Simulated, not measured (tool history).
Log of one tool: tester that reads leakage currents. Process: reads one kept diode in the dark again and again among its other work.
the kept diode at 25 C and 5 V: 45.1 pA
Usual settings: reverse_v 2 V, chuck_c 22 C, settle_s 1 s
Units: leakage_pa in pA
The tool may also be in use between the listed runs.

{"run": 1, "hour": 0.0, "reverse_v": 2, "chuck_c": 22, "settle_s": 1, "leakage_pa": 25.86}
{"run": 2, "hour": 53.2, "reverse_v": 2, "chuck_c": 22, "settle_s": 1, "leakage_pa": 25.88}
{"run": 3, "hour": 97.5, "reverse_v": 2, "chuck_c": 22, "settle_s": 1, "leakage_pa": 26}
{"run": 4, "hour": 134.3, "reverse_v": 2, "chuck_c": 22, "settle_s": 1, "leakage_pa": 26.09}
{"run": 5, "hour": 177.4, "reverse_v": 2, "chuck_c": 22, "settle_s": 1, "leakage_pa": 26.12}
{"run": 6, "hour": 223.7, "reverse_v": 2, "chuck_c": 32, "settle_s": 1, "leakage_pa": 60.32}
{"run": 7, "hour": 266.6, "reverse_v": 2, "chuck_c": 32, "settle_s": 1, "leakage_pa": 60.25}
{"run": 8, "hour": 321.3, "reverse_v": 2, "chuck_c": 32, "settle_s": 1, "leakage_pa": 60.68}
{"run": 9, "hour": 364.4, "reverse_v": 2, "chuck_c": 32, "settle_s": 1.04, "leakage_pa": 60.9}
{"run": 10, "hour": 418.6, "reverse_v": 2, "chuck_c": 32, "settle_s": 1.04, "leakage_pa": 60.95}
{"run": 11, "hour": 454.1, "reverse_v": 2, "chuck_c": 22, "settle_s": 1, "leakage_pa": 26.59}
{"run": 12, "hour": 506.8, "reverse_v": 2, "chuck_c": 22, "settle_s": 1, "leakage_pa": 26.65}
{"run": 13, "hour": 549.3, "reverse_v": 2, "chuck_c": 22, "settle_s": 1, "leakage_pa": 26.92}
{"run": 14, "hour": 586.8, "reverse_v": 2, "chuck_c": 22, "settle_s": 1, "leakage_pa": 26.98}
{"run": 15, "hour": 630.7, "reverse_v": 2, "chuck_c": 42, "settle_s": 1, "leakage_pa": 139.82}
{"run": 16, "hour": 673.2, "reverse_v": 2, "chuck_c": 58, "settle_s": 1, "leakage_pa": 482.41}
{"run": 17, "hour": 712.9, "reverse_v": 5.38, "chuck_c": 51, "settle_s": 0.33, "leakage_pa": 465.6}
{"run": 18, "hour": 754.0, "reverse_v": 2, "chuck_c": 39, "settle_s": 1, "leakage_pa": 110}
{"run": 19, "hour": 793.0, "reverse_v": 2, "chuck_c": 22, "settle_s": 0.68, "leakage_pa": 27.47}
{"run": 20, "hour": 823.4, "reverse_v": 15.64, "chuck_c": 45, "settle_s": 0.69, "leakage_pa": 503.5}
{"run": 21, "hour": 870.0, "reverse_v": 15.64, "chuck_c": 45, "settle_s": 0.69, "leakage_pa": 505.02}
{"hour": 889.7, "done": "chuck's temperature calibrated"}
{"run": 22, "hour": 914.4, "reverse_v": 1.84, "chuck_c": 36, "settle_s": 1.22, "leakage_pa": 78.94}
{"run": 23, "hour": 943.1, "reverse_v": 2, "chuck_c": 55, "settle_s": 1.15, "leakage_pa": 372.26}
{"run": 24, "hour": 993.1, "reverse_v": 3.33, "chuck_c": 59, "settle_s": 0.69, "leakage_pa": 647.51}
{"run": 25, "hour": 1048.4, "reverse_v": 3.33, "chuck_c": 59, "settle_s": 0.69, "leakage_pa": 645.45}
{"run": 26, "hour": 1083.5, "reverse_v": 3.33, "chuck_c": 59, "settle_s": 0.69, "leakage_pa": 644.98}
{"run": 27, "hour": 1125.9, "reverse_v": 3.05, "chuck_c": 22, "settle_s": 1, "leakage_pa": 33.93}
{"run": 28, "hour": 1164.7, "reverse_v": 6.29, "chuck_c": 52, "settle_s": 0.78, "leakage_pa": 524.96}
{"run": 29, "hour": 1189.5, "reverse_v": 2, "chuck_c": 29, "settle_s": 1, "leakage_pa": 46.94}

Forecast each of these 5 alternatives for the next run:
{"run": "A", "hour": 1234.0, "reverse_v": 18.56, "chuck_c": 23, "settle_s": 4.79, "leakage_pa": "?"}
{"run": "B", "hour": 1234.0, "reverse_v": 6.99, "chuck_c": 21, "settle_s": 7.73, "leakage_pa": "?"}
{"run": "C", "hour": 1234.0, "reverse_v": 1.7, "chuck_c": 32, "settle_s": 0.47, "leakage_pa": "?"}
{"run": "D", "hour": 1234.0, "reverse_v": 7.35, "chuck_c": 29, "settle_s": 1, "leakage_pa": "?"}
{"run": "E", "hour": 1234.0, "reverse_v": 3.37, "chuck_c": 48, "settle_s": 9.92, "leakage_pa": "?"}

run=A leakage_pa=106.6
run=B leakage_pa=50.52
run=C leakage_pa=56.08
run=D leakage_pa=96.37
run=E leakage_pa=283.57
Without the tool's hidden state the same runs would have given:
run=A leakage_pa=71.26
run=B leakage_pa=36.78
run=C leakage_pa=51.63
run=D leakage_pa=80.84
run=E leakage_pa=270.85

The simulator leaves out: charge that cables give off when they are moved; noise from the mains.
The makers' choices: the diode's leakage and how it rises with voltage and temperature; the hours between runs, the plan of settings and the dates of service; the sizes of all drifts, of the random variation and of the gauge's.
